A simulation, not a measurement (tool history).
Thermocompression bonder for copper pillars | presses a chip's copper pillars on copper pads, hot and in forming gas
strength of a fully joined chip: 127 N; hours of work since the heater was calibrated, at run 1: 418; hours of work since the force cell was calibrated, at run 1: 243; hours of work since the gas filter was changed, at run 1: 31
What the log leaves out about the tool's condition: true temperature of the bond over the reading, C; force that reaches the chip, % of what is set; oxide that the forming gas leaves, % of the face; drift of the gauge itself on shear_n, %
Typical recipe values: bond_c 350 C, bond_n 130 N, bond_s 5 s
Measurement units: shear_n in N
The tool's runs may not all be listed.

| run | hour | bond_c | bond_n | bond_s | hours of work since the heater was calibrated | hours of work since the force cell was calibrated | hours of work since the gas filter was changed | shear_n |
|---|---|---|---|---|---|---|---|---|
| 1 | 0 | 350 | 130 | 5 | 418 | 243 | 31 | 89.6 |
| 2 | 5.8 | 350 | 130 | 5 | 421 | 246 | 34 | 89.1 |
| 3 | 11.6 | 350 | 130 | 5 | 424 | 249 | 37 | 90.1 |
| 4 | 18.2 | 350 | 130 | 5 | 427 | 252 | 40 | 89.8 |
| 5 | 30.5 | 350 | 130 | 5 | 434 | 258 | 46 | 89.4 |
| 6 | 41.2 | 350 | 130 | 5 | 439 | 264 | 52 | 89.2 |
| 7 | 52.6 | 350 | 130 | 5 | 445 | 269 | 57 | 88.1 |
| 8 | 58.7 | 350 | 130 | 5 | 448 | 272 | 61 | 88.3 |
| 9 | 68.2 | 350 | 130 | 12 | 453 | 277 | 65 | 105 |
| 10 | 79.9 | 350 | 130 | 12 | 459 | 283 | 71 | 105.5 |
| 11 | 92.1 | 350 | 130 | 12 | 465 | 289 | 78 | 105.1 |
| 12 | 97.7 | 350 | 130 | 12 | 468 | 292 | 80 | 104.4 |
| 13 | 103.4 | 368 | 130 | 5 | 471 | 295 | 83 | 96 |
| 14 | 116 | 368 | 130 | 5 | 477 | 302 | 90 | 96.4 |
| 15 | 128.2 | 350 | 167 | 5 | 483 | 308 | 96 | 97.6 |
| 16 | 138.8 | 332 | 167 | 5 | 489 | 313 | 101 | 87.9 |
|  | 145.3 | forming gas filter changed |
| 17 | 145.5 | 356 | 130 | 5 | 492 | 316 | 0 | 94.8 |
| 18 | 151 | 350 | 167 | 5 | 495 | 319 | 3 | 101.8 |
| 19 | 162.9 | 350 | 167 | 5 | 501 | 325 | 9 | 102 |
| 20 | 172.7 | 350 | 130 | 5 | 506 | 330 | 14 | 90.1 |
| 21 | 184.8 | 350 | 130 | 5 | 512 | 336 | 20 | 90.7 |
| 22 | 196.5 | 350 | 154 | 7 | 518 | 342 | 26 | 104 |
| 23 | 202.1 | 350 | 154 | 7 | 520 | 345 | 29 | 103.6 |
| 24 | 214 | 350 | 154 | 7 | 527 | 351 | 35 | 103.2 |
| 25 | 223.7 | 358 | 150 | 4 | 531 | 356 | 40 | 95.4 |
| 26 | 231.4 | 339 | 130 | 4 | 535 | 360 | 44 | 77.4 |
| 27 | 239 | 328 | 96 | 6 | 539 | 364 | 48 | 66.3 |
| 28 | 249.4 | 350 | 130 | 12 | 545 | 369 | 53 | 106.3 |
| 29 | 262.2 | 350 | 86 | 12 | 551 | 376 | 59 | 89.3 |
| 30 | 270.1 | 350 | 130 | 7 | 555 | 380 | 63 | 95.9 |
| 31 | 281 | 323 | 138 | 15 | 561 | 385 | 69 | 97.9 |
| 32 | 292.6 | 350 | 151 | 5 | 566 | 391 | 75 | 95 |
| 33 | 303 | 320 | 130 | 5 | 572 | 396 | 80 | 69.7 |
| 34 | 308.9 | 371 | 121 | 5 | 575 | 399 | 83 | 95.2 |
| 35 | 321 | 371 | 121 | 5 | 581 | 406 | 89 | 94.8 |
| 36 | 331.5 | 324 | 94 | 3 | 586 | 411 | 95 | 47.5 |
| 37 | 339.7 | 370 | 158 | 8 | 590 | 415 | 99 | 110.2 |
| 38 | 349.3 | 357 | 158 | 8 | 595 | 420 | 104 | 105.7 |
|  | 351.4 | forming gas filter changed |
| 39 | 357 | 350 | 103 | 5 | 599 | 424 | 3 | 79.9 |
| 40 | 364.6 | 350 | 103 | 5 | 603 | 427 | 7 | 79.4 |

Here are 4 independent what-if runs from the current tool condition. What would each one return?
| A | 372.4 | 351 | 84 | 4 | 607 | 431 | 11 | ? |
| B | 372.4 | 325 | 103 | 5 | 607 | 431 | 11 | ? |
| C | 372.4 | 331 | 104 | 5 | 607 | 431 | 11 | ? |
| D | 372.4 | 373 | 85 | 7 | 607 | 431 | 11 | ? |

| run | shear_n |
|---|---|
| A | 65 |
| B | 64.4 |
| C | 68 |
| D | 91.1 |
With no hidden state in the tool, these same runs would have given:
| run | shear_n |
|---|---|
| A | 67.2 |
| B | 66.9 |
| C | 70.5 |
| D | 93.3 |
